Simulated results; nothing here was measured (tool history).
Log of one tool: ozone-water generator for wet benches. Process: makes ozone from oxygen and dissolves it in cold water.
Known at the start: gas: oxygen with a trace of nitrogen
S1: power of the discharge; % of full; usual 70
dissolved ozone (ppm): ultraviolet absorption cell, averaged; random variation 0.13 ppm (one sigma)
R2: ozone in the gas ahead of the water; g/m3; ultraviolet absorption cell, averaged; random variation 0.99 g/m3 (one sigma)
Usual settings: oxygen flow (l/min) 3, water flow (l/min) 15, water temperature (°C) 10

run 1 hour=0 | S1=70 oxygen_flow_(l/min)=3 water_flow_(l/min)=15 water_temperature_(°C)=10 | dissolved_ozone_(ppm)=14.2 R2=169.9
run 2 hour=32.8 | S1=70 oxygen_flow_(l/min)=3 water_flow_(l/min)=15 water_temperature_(°C)=10 | dissolved_ozone_(ppm)=14.2 R2=171.3
run 3 hour=72.9 | S1=70 oxygen_flow_(l/min)=3 water_flow_(l/min)=15 water_temperature_(°C)=10 | dissolved_ozone_(ppm)=14.2 R2=172.1
run 4 hour=98.6 | S1=70 oxygen_flow_(l/min)=3 water_flow_(l/min)=15 water_temperature_(°C)=10 | dissolved_ozone_(ppm)=14.3 R2=171
run 5 hour=146.3 | S1=70 oxygen_flow_(l/min)=3 water_flow_(l/min)=15 water_temperature_(°C)=10 | dissolved_ozone_(ppm)=14.4 R2=170.9
run 6 hour=179.4 | S1=70 oxygen_flow_(l/min)=3 water_flow_(l/min)=15 water_temperature_(°C)=10 | dissolved_ozone_(ppm)=14.2 R2=171.7
run 7 hour=218.6 | S1=70 oxygen_flow_(l/min)=3 water_flow_(l/min)=15 water_temperature_(°C)=10 | dissolved_ozone_(ppm)=14.4 R2=172.1
run 8 hour=244.8 | S1=70 oxygen_flow_(l/min)=3 water_flow_(l/min)=15 water_temperature_(°C)=10 | dissolved_ozone_(ppm)=14.5 R2=171.3
run 9 hour=292.4 | S1=70 oxygen_flow_(l/min)=2.47 water_flow_(l/min)=15 water_temperature_(°C)=10 | dissolved_ozone_(ppm)=13.9 R2=190
run 10 hour=325.8 | S1=70 oxygen_flow_(l/min)=2.47 water_flow_(l/min)=15 water_temperature_(°C)=10 | dissolved_ozone_(ppm)=13.7 R2=189.3
run 11 hour=369.4 | S1=70 oxygen_flow_(l/min)=3 water_flow_(l/min)=15 water_temperature_(°C)=10 | dissolved_ozone_(ppm)=14.4 R2=171.3
run 12 hour=413.9 | S1=70 oxygen_flow_(l/min)=2.96 water_flow_(l/min)=15 water_temperature_(°C)=10 | dissolved_ozone_(ppm)=14.2 R2=172.5
run 13 hour=459.9 | S1=70 oxygen_flow_(l/min)=2.96 water_flow_(l/min)=15 water_temperature_(°C)=10 | dissolved_ozone_(ppm)=14.1 R2=172.5
run 14 hour=502.6 | S1=60 oxygen_flow_(l/min)=3 water_flow_(l/min)=15 water_temperature_(°C)=10 | dissolved_ozone_(ppm)=12.8 R2=152.1
run 15 hour=527.4 | S1=60 oxygen_flow_(l/min)=3 water_flow_(l/min)=15 water_temperature_(°C)=10 | dissolved_ozone_(ppm)=12.6 R2=153.1
run 16 hour=557.6 | S1=70 oxygen_flow_(l/min)=3 water_flow_(l/min)=15 water_temperature_(°C)=10 | dissolved_ozone_(ppm)=14.2 R2=171.2
run 17 hour=594.8 | S1=70 oxygen_flow_(l/min)=3 water_flow_(l/min)=9 water_temperature_(°C)=10 | dissolved_ozone_(ppm)=21.9 R2=171.8
run 18 hour=639.8 | S1=77 oxygen_flow_(l/min)=3 water_flow_(l/min)=9 water_temperature_(°C)=10 | dissolved_ozone_(ppm)=23.1 R2=185.1
run 19 hour=669.9 | S1=97 oxygen_flow_(l/min)=3.59 water_flow_(l/min)=15 water_temperature_(°C)=10 | dissolved_ozone_(ppm)=18.2 R2=197.9
run 20 hour=695.1 | S1=69 oxygen_flow_(l/min)=5.16 water_flow_(l/min)=15 water_temperature_(°C)=10 | dissolved_ozone_(ppm)=14.9 R2=128.6
run 21 hour=747.4 | S1=69 oxygen_flow_(l/min)=5.16 water_flow_(l/min)=11 water_temperature_(°C)=10 | dissolved_ozone_(ppm)=18.5 R2=129.2
run 22 hour=796.9 | S1=69 oxygen_flow_(l/min)=5.16 water_flow_(l/min)=17 water_temperature_(°C)=7 | dissolved_ozone_(ppm)=14.1 R2=129.1
run 23 hour=846.7 | S1=69 oxygen_flow_(l/min)=5.16 water_flow_(l/min)=17 water_temperature_(°C)=6 | dissolved_ozone_(ppm)=14.4 R2=129.4
run 24 hour=871.4 | S1=57 oxygen_flow_(l/min)=5.16 water_flow_(l/min)=17 water_temperature_(°C)=9 | dissolved_ozone_(ppm)=11.9 R2=110.9
run 25 hour=919.6 | S1=57 oxygen_flow_(l/min)=5.16 water_flow_(l/min)=17 water_temperature_(°C)=9 | dissolved_ozone_(ppm)=11.8 R2=113.1
run 26 hour=963.3 | S1=70 oxygen_flow_(l/min)=1.89 water_flow_(l/min)=15 water_temperature_(°C)=10 | dissolved_ozone_(ppm)=13.1 R2=218
run 27 hour=984.9 | S1=62 oxygen_flow_(l/min)=3 water_flow_(l/min)=23 water_temperature_(°C)=6 | dissolved_ozone_(ppm)=8.9 R2=158.1
run 28 hour=1022.4 | S1=62 oxygen_flow_(l/min)=3 water_flow_(l/min)=23 water_temperature_(°C)=6 | dissolved_ozone_(ppm)=9 R2=157.9
-- hour=1044.8 contactor cleaned
run 29 hour=1079.1 | S1=47 oxygen_flow_(l/min)=3.93 water_flow_(l/min)=11 water_temperature_(°C)=9 | dissolved_ozone_(ppm)=14.4 R2=112
run 30 hour=1114.3 | S1=60 oxygen_flow_(l/min)=4.39 water_flow_(l/min)=15 water_temperature_(°C)=12 | dissolved_ozone_(ppm)=13 R2=125.1
run 31 hour=1167 | S1=60 oxygen_flow_(l/min)=4.39 water_flow_(l/min)=15 water_temperature_(°C)=12 | dissolved_ozone_(ppm)=13.2 R2=126.8
run 32 hour=1204.8 | S1=70 oxygen_flow_(l/min)=3.55 water_flow_(l/min)=15 water_temperature_(°C)=9 | dissolved_ozone_(ppm)=15 R2=157.7

5 ways to go on from here, each from the tool as it stands after run 32. What would each give?
run A hour=1239.5 | S1=65 oxygen_flow_(l/min)=3 water_flow_(l/min)=11 water_temperature_(°C)=10 | dissolved_ozone_(ppm)=? R2=?
run B hour=1239.5 | S1=70 oxygen_flow_(l/min)=2.86 water_flow_(l/min)=11 water_temperature_(°C)=10 | dissolved_ozone_(ppm)=? R2=?
run C hour=1239.5 | S1=70 oxygen_flow_(l/min)=4.33 water_flow_(l/min)=15 water_temperature_(°C)=9 | dissolved_ozone_(ppm)=? R2=?
run D hour=1239.5 | S1=70 oxygen_flow_(l/min)=3.55 water_flow_(l/min)=24 water_temperature_(°C)=9 | dissolved_ozone_(ppm)=? R2=?
run E hour=1239.5 | S1=70 oxygen_flow_(l/min)=3 water_flow_(l/min)=15 water_temperature_(°C)=5 | dissolved_ozone_(ppm)=? R2=?

run=A dissolved_ozone_(ppm)=17.6 R2=162.7
run=B dissolved_ozone_(ppm)=18.6 R2=175.3
run=C dissolved_ozone_(ppm)=15.3 R2=143.1
run=D dissolved_ozone_(ppm)=9.6 R2=157.6
run=E dissolved_ozone_(ppm)=14.9 R2=171.1
Without the tool's hidden state the same runs would have given:
run=A dissolved_ozone_(ppm)=17.6 R2=162.7
run=B dissolved_ozone_(ppm)=18.7 R2=175.4
run=C dissolved_ozone_(ppm)=15.3 R2=143.2
run=D dissolved_ozone_(ppm)=9.7 R2=157.6
run=E dissolved_ozone_(ppm)=14.9 R2=171.2

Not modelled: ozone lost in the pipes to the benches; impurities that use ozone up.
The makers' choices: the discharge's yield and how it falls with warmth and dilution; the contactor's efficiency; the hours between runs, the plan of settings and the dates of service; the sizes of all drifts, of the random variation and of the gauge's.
